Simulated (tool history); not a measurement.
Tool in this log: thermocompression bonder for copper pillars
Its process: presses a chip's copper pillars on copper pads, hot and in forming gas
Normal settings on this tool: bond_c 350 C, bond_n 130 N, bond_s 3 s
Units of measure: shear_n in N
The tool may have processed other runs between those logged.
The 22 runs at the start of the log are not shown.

run     day  bond_c  bond_n  bond_s  shear_n
 23  32.788     339     116       7     59.8
     33.896  -- forming gas filter changed
 24  33.896     339     116       7     66.3
 25  35.446     339     116       7     65.6
 26  37.288     339     116       7     64.7
 27  38.275     350      85       6     58.3
 28  39.746     358     173       2     64.4
 29  41.983     374      87       3     55.8
 30  43.321     350     117       3     56.3
 31  44.538     339     130       3     55.2

Forecast each of these 3 alternatives for the next run:
  A  46.592     339      83       3        ?
  B  46.592     350     186       3        ?
  C  46.592     350     130       2        ?

run  shear_n
  A     42.4
  B     67.1
  C     52.1
With the hidden condition removed and each run's random variation left untouched, the same runs would have given:
run  shear_n
  A     41.6
  B     68.6
  C     51.9

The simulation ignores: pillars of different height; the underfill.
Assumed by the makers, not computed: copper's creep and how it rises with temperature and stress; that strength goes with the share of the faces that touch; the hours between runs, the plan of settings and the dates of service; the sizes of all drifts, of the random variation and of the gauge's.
